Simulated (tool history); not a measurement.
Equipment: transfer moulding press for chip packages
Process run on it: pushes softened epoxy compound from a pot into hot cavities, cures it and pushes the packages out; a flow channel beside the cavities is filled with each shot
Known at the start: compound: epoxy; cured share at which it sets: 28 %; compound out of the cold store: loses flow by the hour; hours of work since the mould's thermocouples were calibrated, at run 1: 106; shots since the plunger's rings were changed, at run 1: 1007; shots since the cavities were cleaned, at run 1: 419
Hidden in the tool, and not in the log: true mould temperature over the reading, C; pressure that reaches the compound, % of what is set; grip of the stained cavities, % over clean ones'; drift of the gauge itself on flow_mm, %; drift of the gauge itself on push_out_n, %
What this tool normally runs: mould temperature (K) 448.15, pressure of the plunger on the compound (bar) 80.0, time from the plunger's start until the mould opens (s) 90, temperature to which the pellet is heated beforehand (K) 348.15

run    hour  mould temperature (K)  pressure of the plunger on the compound (bar)  time from the plunger's start until the mould opens (s)  temperature to which the pellet is heated beforehand (K)  hours of work since the mould's thermocouples were calibrated  shots since the plunger's rings were changed  shots since the cavities were cleaned  incoming compound's hours out of the cold store  length that the compound runs in the flow channel (mm)  greatest force on the pins that push the packages out (N)
  1     0.0                 448.15                                           80.0                                                       90                                                    348.15                                                            106                                          1007                                    419                                             22.5                                                     799                                                        352
       18.1  -- cavities cleaned with cleaning compound and waxed
  2    62.8                 448.15                                           80.0                                                       90                                                    353.15                                                            145                                          1754                                    545                                              9.2                                                     830                                                        442
       68.2  -- cavities cleaned with cleaning compound and waxed
      121.9  -- cavities cleaned with cleaning compound and waxed
  3   126.7                 448.15                                           80.0                                                       90                                                    353.15                                                            184                                          2497                                     58                                             12.0                                                     810                                                        287
  4   154.2                 448.15                                           80.0                                                       90                                                    353.15                                                            201                                          2832                                    393                                              9.1                                                     828                                                        361
      169.3  -- cavities cleaned with cleaning compound and waxed, once more
      201.4  -- plunger's sealing rings changed
  5   215.8                 448.15                                           80.0                                                       90                                                    353.15                                                            238                                           174                                    536                                              9.6                                                     865                                                        376
      225.7  -- cavities cleaned with cleaning compound and waxed
      276.4  -- cavities cleaned with cleaning compound and waxed
  6   276.4                 448.15                                           80.0                                                      110                                                    353.15                                                            275                                           878                                      0                                             28.5                                                     769                                                        231
      328.2  -- cavities cleaned with cleaning compound and waxed
  7   330.6                 448.15                                           80.0                                                       90                                                    348.15                                                            308                                          1520                                     30                                             27.6                                                     761                                                        266
      378.4  -- cavities cleaned with cleaning compound and waxed
  8   379.0                 444.15                                           80.0                                                       90                                                    348.15                                                            338                                          2092                                      8                                             38.5                                                     730                                                        314
  9   416.6                 448.15                                           80.0                                                       90                                                    348.15                                                            362                                          2550                                    466                                             28.6                                                     753                                                        349
      429.7  -- cavities cleaned with cleaning compound and waxed
 10   472.8                 448.15                                           80.0                                                       90                                                    348.15                                                            397                                          3218                                    526                                             42.9                                                     686                                                        355
      481.9  -- cavities cleaned with cleaning compound and waxed
      487.9  -- plunger's sealing rings changed
      507.0  -- mould's thermocouples calibrated
 11   529.3                 448.15                                           80.0                                                       90                                                    348.15                                                             14                                           482                                    524                                             17.2                                                     817                                                        380
      540.5  -- cavities cleaned with cleaning compound and waxed
 12   558.7                 448.15                                           80.0                                                       90                                                    348.15                                                             32                                           822                                    223                                             22.9                                                     792                                                        318
      593.1  -- cavities cleaned with cleaning compound and waxed
 13   593.1                 448.15                                           80.0                                                       90                                                    348.15                                                             53                                          1223                                      0                                             25.7                                                     783                                                        288
 14   635.6                 448.15                                           80.0                                                       90                                                    348.15                                                             80                                          1741                                    518                                             18.5                                                     803                                                        380
      644.7  -- cavities cleaned with cleaning compound and waxed
      696.1  -- cavities cleaned with cleaning compound and waxed
 15   696.1                 445.15                                           80.0                                                       90                                                    346.15                                                            116                                          2443                                      0                                              9.7                                                     831                                                        327
 16   724.5                 444.15                                           80.0                                                      111                                                    345.15                                                            134                                          2789                                    346                                             30.7                                                     743                                                        322
      750.0  -- cavities cleaned with cleaning compound and waxed
 17   765.2                 444.15                                           80.0                                                      111                                                    345.15                                                            159                                          3266                                    184                                             44.6                                                     684                                                        278
      775.7  -- plunger's sealing rings changed
      803.0  -- cavities cleaned with cleaning compound and waxed
 18   825.0                 450.15                                           80.0                                                       90                                                    345.15                                                            195                                           583                                    268                                             41.9                                                     725                                                        300
      854.0  -- cavities cleaned with cleaning compound and waxed
 19   882.3                 450.15                                           93.7                                                       90                                                    345.15                                                            230                                          1264                                    345                                             26.4                                                     838                                                        329
      904.4  -- cavities cleaned with cleaning compound and waxed
 20   932.8                 441.15                                           94.2                                                      111                                                    343.15                                                            262                                          1862                                    348                                             44.1                                                     779                                                        365
      954.5  -- cavities cleaned with cleaning compound and waxed
 21   986.1                 444.15                                           73.5                                                      103                                                    348.15                                                            294                                          2493                                    386                                             20.9                                                     755                                                        356
     1005.5  -- cavities cleaned with cleaning compound and waxed
 22  1025.1                 445.15                                           80.0                                                       90                                                    348.15                                                            318                                          2950                                    239                                             35.9                                                     723                                                        374
     1055.8  -- cavities cleaned with cleaning compound and waxed
     1062.1  -- plunger's sealing rings changed
 23  1074.0                 448.15                                           80.7                                                       90                                                    340.15                                                            347                                           145                                    192                                              9.1                                                     868                                                        331
     1108.7  -- cavities cleaned with cleaning compound and waxed
 24  1132.1                 442.15                                           80.7                                                      103                                                    340.15                                                            383                                           835                                    286                                             46.2                                                     720                                                        346
     1160.5  -- cavities cleaned with cleaning compound and waxed
 25  1178.8                 451.15                                           77.4                                                      103                                                    346.15                                                            412                                          1387                                    224                                             22.6                                                     765                                                        276
     1184.3  -- mould's thermocouples calibrated
     1213.2  -- cavities cleaned with cleaning compound and waxed
 26  1239.0                 451.15                                           77.4                                                       95                                                    343.15                                                             34                                          2077                                    313                                             32.6                                                     724                                                        308

Below are 3 alternative next runs, each starting from the tool's condition after run 26. Predict each:
     1265.7  -- cavities cleaned with cleaning compound and waxed
  A  1270.1                 443.15                                           77.4                                                       95                                                    343.15                                                             53                                          2439                                     54                                             41.5                                                       ?                                                          ?
     1265.7  -- cavities cleaned with cleaning compound and waxed
  B  1270.1                 451.15                                           95.0                                                       74                                                    348.15                                                             53                                          2439                                     54                                             16.0                                                       ?                                                          ?
     1265.7  -- cavities cleaned with cleaning compound and waxed
  C  1270.1                 443.15                                           80.0                                                       90                                                    348.15                                                             53                                          2439                                     54                                             34.3                                                       ?                                                          ?

run  length that the compound runs in the flow channel (mm)  greatest force on the pins that push the packages out (N)
  A                                                     702                                                        324
  B                                                     857                                                        344
  C                                                     735                                                        349
With no hidden state in the tool, these same runs would have given:
run  length that the compound runs in the flow channel (mm)  greatest force on the pins that push the packages out (N)
  A                                                     741                                                        304
  B                                                     904                                                        322
  C                                                     776                                                        326
